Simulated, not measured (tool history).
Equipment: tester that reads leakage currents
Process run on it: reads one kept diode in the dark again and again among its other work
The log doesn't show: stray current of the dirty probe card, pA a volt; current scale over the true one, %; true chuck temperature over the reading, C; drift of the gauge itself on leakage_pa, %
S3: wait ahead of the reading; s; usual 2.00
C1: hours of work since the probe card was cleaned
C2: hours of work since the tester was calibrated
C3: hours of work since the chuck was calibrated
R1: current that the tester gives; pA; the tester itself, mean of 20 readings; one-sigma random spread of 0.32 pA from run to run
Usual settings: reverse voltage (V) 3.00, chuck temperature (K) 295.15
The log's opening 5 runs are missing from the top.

run 6 hour=556.3 | reverse_voltage_(V)=3.00 chuck_temperature_(K)=295.15 S3=5.46 | C1=1783 C2=714 C3=823 | R1=113.96
run 7 hour=673.0 | reverse_voltage_(V)=3.00 chuck_temperature_(K)=328.15 S3=2.00 | C1=1851 C2=782 C3=892 | R1=1959.08
run 8 hour=811.2 | reverse_voltage_(V)=3.00 chuck_temperature_(K)=311.15 S3=2.00 | C1=1932 C2=863 C3=973 | R1=488.13
run 9 hour=945.8 | reverse_voltage_(V)=3.00 chuck_temperature_(K)=311.15 S3=2.00 | C1=2011 C2=942 C3=1051 | R1=491.04
run 10 hour=1094.8 | reverse_voltage_(V)=3.00 chuck_temperature_(K)=311.15 S3=0.61 | C1=2098 C2=1029 C3=1139 | R1=495.06
run 11 hour=1219.8 | reverse_voltage_(V)=3.00 chuck_temperature_(K)=311.15 S3=0.61 | C1=2171 C2=1102 C3=1212 | R1=493.91
run 12 hour=1291.8 | reverse_voltage_(V)=3.00 chuck_temperature_(K)=295.15 S3=2.00 | C1=2213 C2=1144 C3=1254 | R1=117.64
run 13 hour=1410.9 | reverse_voltage_(V)=3.00 chuck_temperature_(K)=295.15 S3=2.00 | C1=2283 C2=1214 C3=1323 | R1=118.23
run 14 hour=1554.2 | reverse_voltage_(V)=3.00 chuck_temperature_(K)=295.15 S3=2.00 | C1=2367 C2=1298 C3=1407 | R1=118.91
-- hour=1563.9 probe card cleaned and baked
run 15 hour=1664.2 | reverse_voltage_(V)=3.00 chuck_temperature_(K)=295.15 S3=2.00 | C1=59 C2=1361 C3=1470 | R1=120.96
-- hour=1730.0 chuck's temperature calibrated
run 16 hour=1784.6 | reverse_voltage_(V)=3.00 chuck_temperature_(K)=295.15 S3=2.00 | C1=128 C2=1430 C3=32 | R1=110.29
-- hour=1847.0 probe card cleaned and baked, once more
run 17 hour=1938.5 | reverse_voltage_(V)=3.00 chuck_temperature_(K)=295.15 S3=2.00 | C1=54 C2=1518 C3=120 | R1=105.13
run 18 hour=2071.7 | reverse_voltage_(V)=3.45 chuck_temperature_(K)=297.15 S3=2.67 | C1=132 C2=1596 C3=198 | R1=137.66
run 19 hour=2166.2 | reverse_voltage_(V)=12.84 chuck_temperature_(K)=293.15 S3=3.56 | C1=187 C2=1651 C3=254 | R1=171.59
run 20 hour=2255.2 | reverse_voltage_(V)=12.84 chuck_temperature_(K)=293.15 S3=3.56 | C1=239 C2=1703 C3=306 | R1=172.50
run 21 hour=2395.8 | reverse_voltage_(V)=12.84 chuck_temperature_(K)=293.15 S3=3.56 | C1=321 C2=1786 C3=388 | R1=173.46
run 22 hour=2499.6 | reverse_voltage_(V)=12.84 chuck_temperature_(K)=293.15 S3=3.56 | C1=382 C2=1847 C3=449 | R1=175.86
run 23 hour=2587.6 | reverse_voltage_(V)=11.48 chuck_temperature_(K)=329.15 S3=1.32 | C1=433 C2=1898 C3=500 | R1=3801.35
run 24 hour=2649.0 | reverse_voltage_(V)=11.48 chuck_temperature_(K)=329.15 S3=1.32 | C1=469 C2=1934 C3=536 | R1=3826.83
run 25 hour=2711.2 | reverse_voltage_(V)=2.85 chuck_temperature_(K)=298.15 S3=6.23 | C1=506 C2=1970 C3=572 | R1=142.12
run 26 hour=2781.9 | reverse_voltage_(V)=15.44 chuck_temperature_(K)=333.15 S3=0.36 | C1=547 C2=2012 C3=614 | R1=6008.91
run 27 hour=2926.8 | reverse_voltage_(V)=15.44 chuck_temperature_(K)=316.15 S3=0.66 | C1=632 C2=2096 C3=699 | R1=1549.74
run 28 hour=3029.8 | reverse_voltage_(V)=4.20 chuck_temperature_(K)=295.15 S3=2.00 | C1=692 C2=2157 C3=759 | R1=129.60
run 29 hour=3140.7 | reverse_voltage_(V)=3.50 chuck_temperature_(K)=296.15 S3=2.00 | C1=757 C2=2222 C3=824 | R1=131.25

Predict the results of run 30:
run 30 hour=3272.6 | reverse_voltage_(V)=19.56 chuck_temperature_(K)=302.15 S3=0.36 | C1=834 C2=2299 C3=901 | R1=?

{"run 30": {"R1": 518.15}}
Had the tool carried no hidden state, the very same run would have given R1 484.88 pA.

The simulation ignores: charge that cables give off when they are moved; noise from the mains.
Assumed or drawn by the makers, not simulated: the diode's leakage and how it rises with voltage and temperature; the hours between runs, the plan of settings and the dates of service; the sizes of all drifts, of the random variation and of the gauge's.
